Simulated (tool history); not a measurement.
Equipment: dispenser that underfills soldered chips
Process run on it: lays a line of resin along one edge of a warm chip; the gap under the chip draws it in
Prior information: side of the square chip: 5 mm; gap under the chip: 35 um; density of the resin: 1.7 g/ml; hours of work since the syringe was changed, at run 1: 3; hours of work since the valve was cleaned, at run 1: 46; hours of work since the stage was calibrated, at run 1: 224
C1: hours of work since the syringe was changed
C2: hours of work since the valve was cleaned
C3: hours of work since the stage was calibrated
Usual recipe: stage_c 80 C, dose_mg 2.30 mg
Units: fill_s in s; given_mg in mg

{"run": 1, "hour": 0.0, "stage_c": 80, "dose_mg": 2.3, "C1": 3, "C2": 46, "C3": 224, "fill_s": 30.3, "given_mg": 2.19}
{"hour": 2.9, "done": "new syringe of resin"}
{"hour": 10.5, "done": "new syringe of resin"}
{"run": 2, "hour": 10.5, "stage_c": 80, "dose_mg": 2.3, "C1": 0, "C2": 54, "C3": 231, "fill_s": 26.2, "given_mg": 2.2}
{"hour": 17.9, "done": "new syringe of resin"}
{"run": 3, "hour": 18.9, "stage_c": 80, "dose_mg": 2.3, "C1": 1, "C2": 60, "C3": 237, "fill_s": 26.4, "given_mg": 2.2}
{"hour": 25.1, "done": "new syringe of resin"}
{"run": 4, "hour": 25.8, "stage_c": 80, "dose_mg": 2.3, "C1": 1, "C2": 65, "C3": 242, "fill_s": 26.1, "given_mg": 2.21}
{"run": 5, "hour": 29.9, "stage_c": 80, "dose_mg": 2.3, "C1": 4, "C2": 68, "C3": 246, "fill_s": 31.1, "given_mg": 2.19}
{"hour": 32.4, "done": "new syringe of resin"}
{"run": 6, "hour": 36.1, "stage_c": 80, "dose_mg": 2.3, "C1": 3, "C2": 73, "C3": 250, "fill_s": 30.1, "given_mg": 2.15}
{"hour": 39.7, "done": "new syringe of resin"}
{"run": 7, "hour": 45.5, "stage_c": 80, "dose_mg": 2.12, "C1": 4, "C2": 80, "C3": 257, "fill_s": 33.0, "given_mg": 1.98}
{"hour": 47.2, "done": "new syringe of resin"}
{"run": 8, "hour": 51.8, "stage_c": 80, "dose_mg": 2.12, "C1": 4, "C2": 85, "C3": 262, "fill_s": 30.0, "given_mg": 1.98}
{"hour": 54.3, "done": "new syringe of resin"}
{"run": 9, "hour": 56.8, "stage_c": 80, "dose_mg": 2.12, "C1": 2, "C2": 88, "C3": 265, "fill_s": 28.8, "given_mg": 1.96}
{"hour": 61.8, "done": "new syringe of resin"}
{"run": 10, "hour": 65.6, "stage_c": 74, "dose_mg": 2.3, "C1": 3, "C2": 95, "C3": 272, "fill_s": 39.2, "given_mg": 2.11}
{"hour": 69.4, "done": "new syringe of resin"}
{"hour": 70.4, "done": "dispensing valve cleaned and set on the balance"}
{"run": 11, "hour": 76.0, "stage_c": 77, "dose_mg": 2.3, "C1": 4, "C2": 4, "C3": 279, "fill_s": 35.2, "given_mg": 2.3}
{"hour": 77.9, "done": "new syringe of resin"}
{"run": 12, "hour": 84.4, "stage_c": 80, "dose_mg": 2.3, "C1": 5, "C2": 10, "C3": 285, "fill_s": 32.2, "given_mg": 2.28}
{"hour": 85.6, "done": "new syringe of resin"}
{"hour": 92.7, "done": "new syringe of resin"}
{"run": 13, "hour": 93.6, "stage_c": 80, "dose_mg": 2.3, "C1": 1, "C2": 17, "C3": 292, "fill_s": 26.5, "given_mg": 2.27}
{"hour": 99.9, "done": "new syringe of resin"}
{"run": 14, "hour": 100.4, "stage_c": 80, "dose_mg": 2.3, "C1": 0, "C2": 22, "C3": 297, "fill_s": 25.8, "given_mg": 2.25}
{"run": 15, "hour": 106.1, "stage_c": 80, "dose_mg": 2.3, "C1": 5, "C2": 26, "C3": 301, "fill_s": 30.9, "given_mg": 2.23}
{"hour": 107.9, "done": "new syringe of resin"}
{"run": 16, "hour": 111.3, "stage_c": 80, "dose_mg": 2.3, "C1": 3, "C2": 30, "C3": 305, "fill_s": 29.4, "given_mg": 2.23}
{"hour": 115.6, "done": "new syringe of resin"}
{"run": 17, "hour": 116.5, "stage_c": 79, "dose_mg": 2.3, "C1": 1, "C2": 34, "C3": 309, "fill_s": 27.7, "given_mg": 2.25}
{"hour": 122.8, "done": "new syringe of resin"}
{"run": 18, "hour": 123.0, "stage_c": 79, "dose_mg": 2.3, "C1": 0, "C2": 39, "C3": 313, "fill_s": 26.9, "given_mg": 2.21}
{"hour": 130.3, "done": "new syringe of resin"}
{"run": 19, "hour": 131.8, "stage_c": 70, "dose_mg": 2.3, "C1": 1, "C2": 45, "C3": 320, "fill_s": 40.6, "given_mg": 2.24}
{"hour": 137.8, "done": "new syringe of resin"}
{"run": 20, "hour": 140.7, "stage_c": 70, "dose_mg": 2.3, "C1": 2, "C2": 52, "C3": 326, "fill_s": 41.9, "given_mg": 2.19}
{"hour": 145.4, "done": "new syringe of resin"}
{"run": 21, "hour": 148.1, "stage_c": 71, "dose_mg": 2.6, "C1": 2, "C2": 57, "C3": 332, "fill_s": 39.9, "given_mg": 2.48}
{"hour": 152.5, "done": "new syringe of resin"}
{"run": 22, "hour": 152.5, "stage_c": 94, "dose_mg": 2.3, "C1": 0, "C2": 60, "C3": 335, "fill_s": 15.1, "given_mg": 2.21}

Predict the results of run 23:
{"run": 23, "hour": 158.6, "stage_c": 84, "dose_mg": 2.3, "C1": 5, "C2": 65, "C3": 340, "fill_s": "?", "given_mg": "?"}

Run 23 measured fill_s 27.9 s, given_mg 2.21 mg.
The same run, on a tool lacking any hidden state, would have yielded fill_s 21.8 s, given_mg 2.32 mg.
